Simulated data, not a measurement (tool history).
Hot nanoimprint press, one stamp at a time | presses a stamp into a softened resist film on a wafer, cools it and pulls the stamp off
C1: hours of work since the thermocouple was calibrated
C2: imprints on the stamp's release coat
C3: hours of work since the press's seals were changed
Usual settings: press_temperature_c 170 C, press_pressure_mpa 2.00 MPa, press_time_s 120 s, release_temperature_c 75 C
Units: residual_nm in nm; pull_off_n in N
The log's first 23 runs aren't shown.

Run 24, hour 609.5: usual settings but press_temperature_c 162 C, press_pressure_mpa 2.06 MPa, press_time_s 94 s, release_temperature_c 67 C; C1 87; C2 1448; C3 478. Result: residual_nm 240.5 nm, pull_off_n 280 N.
Run 25, hour 624.5: usual settings but press_pressure_mpa 2.19 MPa, press_time_s 96 s, release_temperature_c 74 C; C1 98; C2 1495; C3 489. Result: residual_nm 178.8 nm, pull_off_n 255 N.
Run 26, hour 644.6: usual settings but press_temperature_c 163 C, press_pressure_mpa 2.57 MPa, press_time_s 99 s; C1 113; C2 1557; C3 504. Result: residual_nm 212.2 nm, pull_off_n 257 N.
Run 27, hour 678.2: usual settings but press_temperature_c 169 C, press_pressure_mpa 1.83 MPa, press_time_s 99 s, release_temperature_c 73 C; C1 138; C2 1661; C3 528. Result: residual_nm 197.4 nm, pull_off_n 268 N.
Run 28, hour 703.9: usual settings but press_temperature_c 165 C, press_pressure_mpa 2.32 MPa; C1 156; C2 1740; C3 547. Result: residual_nm 194.5 nm, pull_off_n 261 N.
Run 29, hour 725.8: usual settings but press_temperature_c 165 C, press_pressure_mpa 1.28 MPa; C1 172; C2 1808; C3 563. Result: residual_nm 241.4 nm, pull_off_n 263 N.
Run 30, hour 757.5: usual settings but press_pressure_mpa 1.44 MPa; C1 195; C2 1906; C3 586. Result: residual_nm 197.0 nm, pull_off_n 274 N.
Run 31, hour 786.2: usual settings but press_temperature_c 169 C, press_time_s 140 s, release_temperature_c 80 C; C1 216; C2 1994; C3 607. Result: residual_nm 171.4 nm, pull_off_n 244 N.

Forecast each of these 3 alternatives for the next run:
Run A, hour 806.8: usual settings but press_temperature_c 181 C, press_time_s 199 s, release_temperature_c 65 C; C1 231; C2 2058; C3 622. Result: residual_nm ?, pull_off_n ?.
Run B, hour 806.8: usual settings but press_temperature_c 174 C, press_pressure_mpa 2.04 MPa; C1 231; C2 2058; C3 622. Result: residual_nm ?, pull_off_n ?.
Run C, hour 806.8: usual settings but press_temperature_c 169 C, press_pressure_mpa 1.41 MPa, press_time_s 140 s, release_temperature_c 80 C; C1 231; C2 2058; C3 622. Result: residual_nm ?, pull_off_n ?.

run  residual_nm  pull_off_n
  A         95.7         319
  B        148.8         259
  C        199.1         248
Without the tool's hidden state the same runs would have given:
run  residual_nm  pull_off_n
  A         92.1         254
  B        143.4         206
  C        193.8         197
